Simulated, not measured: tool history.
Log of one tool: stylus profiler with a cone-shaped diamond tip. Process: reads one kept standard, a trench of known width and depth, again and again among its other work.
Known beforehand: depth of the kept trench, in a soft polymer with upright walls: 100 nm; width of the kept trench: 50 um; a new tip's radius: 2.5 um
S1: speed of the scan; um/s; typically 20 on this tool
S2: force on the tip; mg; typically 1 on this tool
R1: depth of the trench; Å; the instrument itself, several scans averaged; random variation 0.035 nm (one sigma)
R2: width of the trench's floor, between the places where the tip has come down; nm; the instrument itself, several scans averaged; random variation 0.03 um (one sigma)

run	day	S1	S2	R1	R2
1	0	20	1	1003.3	48430
2	2.238	20	1	1003.6	48490
3	6.325	20	0.46	1001.7	48390
4	9.033	20	0.46	1002.3	48480
5	11.358	12	1	1003.8	48540
6	14.492	12	1	1003.8	48530
7	18.029	9	1	1003.3	48520
8	21.725	9	1	1003.3	48570
9	24.071	9	1	1002.3	48580
10	25.842	49	0.33	1001.5	48120
11	29.958	70	1.91	1005.9	48320
12	33.738	64	2.5	1006.8	48370
13	37.475	7	0.54	1002.3	48630
14	41.429	79	2.03	1005.6	48280

5 ways to go on from here, each from the tool as it stands after run 14. What would each give?
A	43.425	70	0.62	?	?
B	43.425	79	1	?	?
C	43.425	10	0.69	?	?
D	43.425	7	1	?	?
E	43.425	26	0.76	?	?

run	R1	R2
A	1002.6	48090
B	1004.1	48130
C	1003.2	48510
D	1003.7	48530
E	1003.2	48380
With no hidden state in the tool, these same runs would have given:
run	R1	R2
A	1002.5	48100
B	1004	48140
C	1003.1	48520
D	1003.6	48540
E	1003.1	48400
